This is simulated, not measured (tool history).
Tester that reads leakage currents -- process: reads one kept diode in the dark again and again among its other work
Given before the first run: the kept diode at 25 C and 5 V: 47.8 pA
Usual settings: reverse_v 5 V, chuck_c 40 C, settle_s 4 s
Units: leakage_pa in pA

run	hour	reverse_v	chuck_c	settle_s	leakage_pa
1	0	5	40	4	180.05
2	41.9	5	40	4	181.17
3	78.4	5	40	4	180.27
4	113.6	5	55	4	422.76
5	151.7	5	55	0.31	427.3
6	193.9	5	55	0.31	428.48
7	242.1	5	55	0.31	428.6
8	277.6	5	55	0.31	429.35
9	307.3	5	40	4	152.59
10	329.1	5	40	0.38	155.99
11	373	1.37	40	4	74.78
12	393	5	40	4	153.31
13	424	5	40	4	153.75
14	449.4	5	40	4	152.78
15	481.6	5	40	4	154.4
16	507.7	5	40	4	153.86
17	555.9	5	40	7.45	154.77
18	586.2	5	40	0.44	158.66
19	610.1	5	40	0.44	158.74
20	653.9	5	49	4	290.36
21	693.4	5	49	4	291.51
22	732.6	18.68	59	2.43	1158.13
23	776.5	18.68	59	2.43	1161.55
24	803.6	18.68	59	2.43	1166.36
25	852.3	2.3	22	2.69	25.63
26	899.2	5	40	1.05	156.37
27	939.9	5	40	1.05	156.2
28	982.2	3.17	40	0.66	121.64
29	1013.3	3.17	40	0.41	123.24
30	1040.2	3.76	40	4	132.52
31	1080	9.25	56	0.75	656.09
32	1124.1	9.25	56	0.75	656.62
33	1143.7	5	40	0.79	158.21
34	1178.3	5	40	0.79	158.38
35	1201.2	11.59	57	7.52	789.91
36	1220.6	2.01	57	2.93	302.56
37	1267.5	11.1	40	0.99	247.39
38	1289.3	1.9	44	0.46	124.56

Put back what was entered between runs (3 entries, withheld): which listed runs does each sit between, and how does the hidden state differ from the listed run before to the listed run after?
Runs 3 to 4: chuck's temperature calibrated (hour 88.1)
  stray current of the dirty probe card, pA a volt: 0.427 -> 0.431; true chuck temperature over the reading, C: 2.46 -> -0.1
  the result without the hidden state subtracted from the measured one, leakage_pa: +30.5 -> -1.59 pA
Runs 18 to 19: probe card cleaned and baked (hour 591.2)
  stray current of the dirty probe card, pA a volt: 0.495 -> 0.617; true chuck temperature over the reading, C: 0.22 -> 0.24
  the result without the hidden state subtracted from the measured one, leakage_pa: +4.39 -> +5.13 pA
Runs 24 to 25: probe card cleaned and baked, once more (hour 826.9)
  stray current of the dirty probe card, pA a volt: 0.644 -> 0.024; true chuck temperature over the reading, C: 0.36 -> 0.39
  the result without the hidden state subtracted from the measured one, leakage_pa: +34.59 -> +0.71 pA
